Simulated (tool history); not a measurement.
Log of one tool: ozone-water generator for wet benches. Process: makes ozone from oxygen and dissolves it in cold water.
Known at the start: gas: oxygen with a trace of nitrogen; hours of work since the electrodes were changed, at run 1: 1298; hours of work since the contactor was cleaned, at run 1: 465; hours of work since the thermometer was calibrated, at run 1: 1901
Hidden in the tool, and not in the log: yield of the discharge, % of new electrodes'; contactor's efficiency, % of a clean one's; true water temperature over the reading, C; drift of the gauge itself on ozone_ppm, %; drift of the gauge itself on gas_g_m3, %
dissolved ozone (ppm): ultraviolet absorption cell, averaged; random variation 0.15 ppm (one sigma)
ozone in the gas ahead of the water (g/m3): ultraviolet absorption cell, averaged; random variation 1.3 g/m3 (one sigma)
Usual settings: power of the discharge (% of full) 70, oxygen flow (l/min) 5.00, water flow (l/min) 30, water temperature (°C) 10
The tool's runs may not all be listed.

run,hour,power of the discharge (% of full),oxygen flow (l/min),water flow (l/min),water temperature (°C),hours of work since the electrodes were changed,hours of work since the contactor was cleaned,hours of work since the thermometer was calibrated,dissolved ozone (ppm),ozone in the gas ahead of the water (g/m3)
1,0.0,70,5.00,30,10,1298,465,1901,18.3,231.3
2,147.9,70,5.00,30,10,1442,610,2045,18.0,229.0
3,244.6,70,5.00,24,10,1537,704,2140,22.9,228.0
4,316.5,70,5.00,24,10,1607,775,2210,22.6,229.7
5,399.7,70,5.00,24,10,1688,856,2291,22.9,226.8
6,473.3,70,5.00,24,10,1760,928,2363,22.5,226.4
7,539.5,70,5.00,24,10,1825,992,2428,22.5,226.7
8,615.4,70,5.00,24,10,1899,1067,2502,22.4,224.7
9,742.1,70,5.00,24,10,2023,1191,2626,22.5,226.7
10,891.6,60,5.00,30,10,2169,1337,2772,16.0,203.6
11,977.2,60,5.00,30,10,2253,1420,2856,15.7,201.4
12,1047.6,60,5.00,30,10,2322,1489,2925,15.8,203.5
13,1183.3,60,5.00,30,10,2454,1622,3057,15.7,201.6
14,1265.3,60,5.00,30,10,2534,1702,3137,15.6,201.8
15,1329.1,60,5.00,30,7,2597,1764,3200,15.9,201.6
16,1432.3,52,5.29,48,7,2698,1865,3300,8.7,177.5
17,1564.3,82,5.29,41,14,2827,1994,3429,13.1,241.5
# hour 1657.0: contactor cleaned
18,1660.6,82,5.29,41,14,2917,4,3520,14.0,241.1
19,1773.1,82,5.29,41,14,3027,114,3630,14.0,239.7
20,1838.5,82,7.70,41,8,3091,177,3694,16.3,205.0
21,1921.7,83,6.72,30,10,3172,259,3775,21.6,216.9
22,2061.4,83,2.71,29,10,3308,395,3911,16.5,321.8
23,2133.9,73,5.00,29,15,3379,466,3982,18.0,224.6
24,2196.1,70,5.00,26,16,3440,527,4043,19.1,218.3
25,2261.9,70,5.00,26,16,3504,591,4107,19.1,220.7
26,2325.7,70,5.57,45,12,3567,654,4170,11.2,208.4
27,2397.5,70,5.57,45,12,3637,724,4240,11.3,209.2

Forecast each of these 3 alternatives for the next run:
A,2460.1,70,7.93,45,5,3698,785,4301,?,?
B,2460.1,70,5.00,30,12,3698,785,4301,?,?
C,2460.1,44,6.88,30,16,3698,785,4301,?,?

run,dissolved ozone (ppm),ozone in the gas ahead of the water (g/m3)
A,13.4,179.2
B,17.0,218.3
C,12.4,139.9
Without the tool's hidden state the same runs would have given:
run,dissolved ozone (ppm),ozone in the gas ahead of the water (g/m3)
A,15.1,195.8
B,19.1,238.5
C,13.7,148.6

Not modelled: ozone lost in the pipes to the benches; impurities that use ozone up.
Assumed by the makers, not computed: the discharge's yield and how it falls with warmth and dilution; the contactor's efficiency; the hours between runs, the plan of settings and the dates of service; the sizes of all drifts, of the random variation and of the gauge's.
